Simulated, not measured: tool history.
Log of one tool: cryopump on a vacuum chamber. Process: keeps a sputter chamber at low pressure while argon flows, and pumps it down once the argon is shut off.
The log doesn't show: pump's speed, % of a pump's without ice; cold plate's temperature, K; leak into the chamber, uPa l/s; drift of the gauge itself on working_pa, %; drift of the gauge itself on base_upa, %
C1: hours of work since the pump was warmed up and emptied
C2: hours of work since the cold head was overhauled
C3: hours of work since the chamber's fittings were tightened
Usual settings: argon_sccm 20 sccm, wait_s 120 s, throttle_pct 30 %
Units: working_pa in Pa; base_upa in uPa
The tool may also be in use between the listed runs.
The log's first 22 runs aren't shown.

Run 23, hour 457.6: usual settings but wait_s 23 s, throttle_pct 21 %; C1 418; C2 418; C3 1379. Result: working_pa 0.1418 Pa, base_upa 3.25 uPa.
Run 24, hour 472.3: usual settings but argon_sccm 12 sccm, wait_s 266 s, throttle_pct 49 %; C1 427; C2 427; C3 1387. Result: working_pa 0.0374 Pa, base_upa 1.33 uPa.
Run 25, hour 484.4: usual settings but argon_sccm 10 sccm, wait_s 282 s, throttle_pct 59 %; C1 434; C2 434; C3 1394. Result: working_pa 0.0274 Pa, base_upa 1.33 uPa.
Run 26, hour 501.2: usual settings but argon_sccm 10 sccm, wait_s 282 s, throttle_pct 59 %; C1 444; C2 444; C3 1404. Result: working_pa 0.0262 Pa, base_upa 1.29 uPa.
Run 27, hour 513.7: usual settings but argon_sccm 10 sccm, wait_s 49 s, throttle_pct 38 %; C1 451; C2 451; C3 1411. Result: working_pa 0.0398 Pa, base_upa 2.15 uPa.
Run 28, hour 534.3: usual settings but argon_sccm 35 sccm, wait_s 60 s, throttle_pct 21 %; C1 463; C2 463; C3 1423. Result: working_pa 0.2466 Pa, base_upa 2.05 uPa.
Run 29, hour 552.7: usual settings but wait_s 65 s; C1 474; C2 474; C3 1434. Result: working_pa 0.1017 Pa, base_upa 1.96 uPa.
Run 30, hour 566.1: usual settings but wait_s 150 s, throttle_pct 37 %; C1 482; C2 482; C3 1442. Result: working_pa 0.0831 Pa, base_upa 1.49 uPa.
Run 31, hour 579.0: usual settings but wait_s 150 s, throttle_pct 37 %; C1 489; C2 489; C3 1450. Result: working_pa 0.0830 Pa, base_upa 1.52 uPa.
Run 32, hour 593.9: usual settings but wait_s 150 s, throttle_pct 37 %; C1 498; C2 498; C3 1458. Result: working_pa 0.0826 Pa, base_upa 1.57 uPa.
Run 33, hour 609.5: usual settings but wait_s 23 s, throttle_pct 16 %; C1 507; C2 507; C3 1467. Result: working_pa 0.1839 Pa, base_upa 3.34 uPa.
Run 34, hour 629.7: usual settings but wait_s 82 s, throttle_pct 47 %; C1 519; C2 519; C3 1479. Result: working_pa 0.0661 Pa, base_upa 1.88 uPa.
Run 35, hour 646.1: usual settings but wait_s 83 s, throttle_pct 47 %; C1 528; C2 528; C3 1489. Result: working_pa 0.0667 Pa, base_upa 1.87 uPa.

Forecast each of these 3 alternatives for the next run:
Run A, hour 666.6: usual settings but wait_s 161 s, throttle_pct 47 %; C1 540; C2 540; C3 1501. Result: working_pa ?, base_upa ?.
Run B, hour 666.6: usual settings but wait_s 59 s; C1 540; C2 540; C3 1501. Result: working_pa ?, base_upa ?.
Run C, hour 666.6: usual settings but argon_sccm 12 sccm; C1 540; C2 540; C3 1501. Result: working_pa ?, base_upa ?.

run  working_pa  base_upa
  A      0.0669      1.57
  B      0.1013      2.07
  C      0.0608      1.64
Without the tool's hidden state the same runs would have given:
run  working_pa  base_upa
  A      0.0609      0.58
  B      0.0953      1.07
  C      0.0571      0.63

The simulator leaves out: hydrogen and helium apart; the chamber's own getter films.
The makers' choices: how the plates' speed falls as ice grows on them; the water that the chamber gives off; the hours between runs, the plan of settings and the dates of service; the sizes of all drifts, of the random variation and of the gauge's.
